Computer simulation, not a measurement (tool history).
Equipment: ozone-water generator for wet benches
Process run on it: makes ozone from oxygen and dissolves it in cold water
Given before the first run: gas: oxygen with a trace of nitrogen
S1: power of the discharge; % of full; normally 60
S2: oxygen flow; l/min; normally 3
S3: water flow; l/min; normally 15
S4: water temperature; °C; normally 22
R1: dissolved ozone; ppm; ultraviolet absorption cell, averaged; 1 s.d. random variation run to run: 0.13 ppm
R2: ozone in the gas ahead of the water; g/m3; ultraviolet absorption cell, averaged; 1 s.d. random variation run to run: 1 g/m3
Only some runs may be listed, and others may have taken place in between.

run	hour	S1	S2	S3	S4	R1	R2
1	0	60	3	15	22	12.9	177.7
2	106.7	60	3	15	22	12.8	177.8
3	203.8	60	4.98	15	22	12.4	133.4
4	285.1	60	4.98	15	22	12.5	133.9
5	369	60	2.29	15	22	12.9	207.7
6	433.5	60	2.38	15	22	12.5	204.7
7	530.1	60	2.61	15	22	12.9	192.5
8	640.7	60	2.61	15	22	12.8	194.7
9	709.8	60	3	15	22	12.7	178.7
10	780.2	85	3	15	22	17.1	237.2
11	849.6	85	3	15	22	17.1	236.5
12	952.1	60	3	20	22	9.8	177.5
13	1020.2	60	3	15	22	12.9	178.1
14	1082.5	43	3	14	22	10.3	135.9
15	1140.6	60	2.22	15	15	13.7	214.6
16	1248.1	40	1.51	17	15	8.3	193.4
17	1333.8	60	3	15	27	12	180.4
18	1429.9	50	4.52	14	19	11.9	123.2
19	1513.5	50	1.74	14	15	12.2	213.4
20	1611.7	63	3	15	15	14.5	188.5
21	1719.5	74	1.74	18	22	12.4	291.5
22	1781	74	2.38	18	22	13	245.3
23	1888.4	60	3	22	22	9.1	178.9
24	1945.4	62	3	19	15	11.8	183.8
25	2053.2	60	5.19	15	22	12.4	131.9
26	2164.9	60	4.79	16	22	12.2	137.6

What if the next run were any one of these 3? Each begins from the tool's condition after run 26:
A	2232.4	53	5.2	16	24	?	?
B	2232.4	60	4.82	16	22	?	?
C	2232.4	60	1.79	16	22	?	?

run	R1	R2
A	10.4	118.7
B	11.9	135.5
C	11.8	246
What these runs would have given with no unlogged condition in the tool:
run	R1	R2
A	10.4	116.2
B	12	132.7
C	11.8	241
